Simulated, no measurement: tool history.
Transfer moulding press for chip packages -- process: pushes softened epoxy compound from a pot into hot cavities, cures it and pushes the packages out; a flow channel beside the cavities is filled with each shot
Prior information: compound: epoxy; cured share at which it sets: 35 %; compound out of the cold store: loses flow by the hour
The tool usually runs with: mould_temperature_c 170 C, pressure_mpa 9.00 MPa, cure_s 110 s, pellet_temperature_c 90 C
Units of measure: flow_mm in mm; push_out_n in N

run	hour	mould_temperature_c	pressure_mpa	cure_s	pellet_temperature_c	incoming compound's hours out of the cold store	flow_mm	push_out_n
1	0.0	170	9.00	110	90	32.5	538.8	381
# hour 17.6: cavities cleaned with cleaning compound and waxed
2	27.1	170	9.00	110	90	41.8	513.7	347
3	52.7	170	9.00	110	90	42.8	509.0	409
# hour 58.8: cavities cleaned with cleaning compound and waxed
4	81.8	170	9.00	110	90	16.9	584.0	385
# hour 102.0: cavities cleaned with cleaning compound and waxed
5	111.5	170	9.00	110	90	9.8	607.2	344
6	125.7	167	9.00	110	90	10.4	610.9	446
# hour 144.0: cavities cleaned with cleaning compound and waxed
7	158.4	170	9.00	110	90	19.2	575.1	358
# hour 185.5: cavities cleaned with cleaning compound and waxed
8	189.0	170	9.00	110	90	37.6	520.5	329
9	220.8	170	9.00	110	90	38.3	515.4	409
# hour 227.7: cavities cleaned with cleaning compound and waxed
10	250.8	170	9.00	110	90	24.3	555.9	387
# hour 269.4: cavities cleaned with cleaning compound and waxed
11	270.9	170	9.00	110	90	39.4	510.7	334
12	295.3	170	9.00	110	90	16.8	576.3	405
# hour 312.2: cavities cleaned with cleaning compound and waxed
13	328.0	170	9.00	110	90	20.2	565.1	370
14	345.8	170	9.00	110	90	44.1	495.9	400
# hour 353.9: cavities cleaned with cleaning compound and waxed
15	375.3	170	9.00	110	90	9.3	598.6	393
# hour 396.0: cavities cleaned with cleaning compound and waxed
16	407.3	170	9.00	103	89	30.7	531.0	378
17	424.0	170	7.41	110	90	43.8	448.1	382
# hour 431.5: plunger's sealing rings changed
# hour 442.2: cavities cleaned with cleaning compound and waxed
18	457.3	176	10.53	100	90	19.6	608.1	342
19	473.1	170	8.75	110	88	15.5	579.6	415
# hour 484.5: cavities cleaned with cleaning compound and waxed
20	496.0	170	8.75	110	88	47.3	490.1	345
21	517.0	164	8.10	131	91	19.5	558.7	435
# hour 526.6: cavities cleaned with cleaning compound and waxed
22	545.7	166	10.40	124	94	38.0	567.8	382

Estimate the outcome of run 23 from the log above:
23	562.1	166	10.40	124	94	36.9	?	?

flow_mm: 571.5 mm
push_out_n: 416 N
Without the tool's hidden state the same run would have given flow_mm 578.2 mm, push_out_n 329 N.
